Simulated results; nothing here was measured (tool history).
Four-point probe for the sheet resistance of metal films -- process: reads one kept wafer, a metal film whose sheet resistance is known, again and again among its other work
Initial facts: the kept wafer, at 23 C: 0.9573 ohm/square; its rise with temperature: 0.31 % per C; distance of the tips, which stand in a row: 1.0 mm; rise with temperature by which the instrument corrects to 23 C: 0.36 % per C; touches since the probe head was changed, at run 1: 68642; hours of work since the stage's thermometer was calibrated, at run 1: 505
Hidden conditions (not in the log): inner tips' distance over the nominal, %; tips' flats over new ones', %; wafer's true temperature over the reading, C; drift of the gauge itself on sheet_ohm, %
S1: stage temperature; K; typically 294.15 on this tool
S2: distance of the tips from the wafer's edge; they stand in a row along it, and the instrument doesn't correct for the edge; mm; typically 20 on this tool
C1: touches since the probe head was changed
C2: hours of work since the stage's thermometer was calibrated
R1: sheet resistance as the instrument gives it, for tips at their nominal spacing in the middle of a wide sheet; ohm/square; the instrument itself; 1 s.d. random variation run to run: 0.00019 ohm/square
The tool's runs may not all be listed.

run	hour	S1	S2	C1	C2	R1
1	0	294.15	20	68642	505	0.966822
2	46.1	294.15	3	71065	534	1.019809
3	124.7	294.15	15	75192	584	0.967696
4	194	294.15	15	78835	629	0.968248
5	256.6	294.15	15	82127	669	0.968363
6	329.5	294.15	20	85957	715	0.967169
7	364.9	302.15	20	87817	738	0.963744
8	421.1	294.15	9	90766	773	0.972151
9	457.4	294.15	9	92675	797	0.972537
10	512	294.15	9	95544	831	0.97293
11	577.2	296.15	9	98970	873	0.972014
12	654.1	303.15	9	103009	922	0.969442
13	706.1	299.15	20	105745	955	0.965878
14	750.4	299.15	20	108072	983	0.965694
15	812.1	294.15	45	111312	1023	0.967294
16	863.5	298.15	52	114015	1055	0.965407
17	945.2	298.15	52	118307	1108	0.965687
18	981.9	298.15	52	120236	1131	0.965871
19	1046.9	304.15	16	123652	1172	0.964674
20	1120.4	296.15	20	127510	1219	0.968226
# hour 1126.3: stage's thermometer calibrated
21	1181.5	296.15	20	130697	35	0.967913
22	1231.4	295.15	5	133319	67	0.987694
23	1312.3	299.15	20	137569	119	0.966423
24	1362.9	292.15	19	140229	151	0.970311
25	1418.4	292.15	19	143145	186	0.970348
26	1479.4	292.15	10	146346	225	0.974297
27	1519.8	293.15	22	148470	251	0.969604
28	1573.7	295.15	21	151304	285	0.969365

Describe how what the log doesn't record of the tool's condition differs between the last listed run preceding each entry between runs and the first listed run following it.
Between runs 20 and 21: stage's thermometer calibrated (hour 1126.3)
  inner tips' distance over the nominal, %: 0.983 -> 0.997; tips' flats over new ones', %: 41 -> 42; wafer's true temperature over the reading, C: -0.27 -> -0.37
  measured value less the no-hidden-state value, R1: +0.009413 -> +0.009257 ohm/square

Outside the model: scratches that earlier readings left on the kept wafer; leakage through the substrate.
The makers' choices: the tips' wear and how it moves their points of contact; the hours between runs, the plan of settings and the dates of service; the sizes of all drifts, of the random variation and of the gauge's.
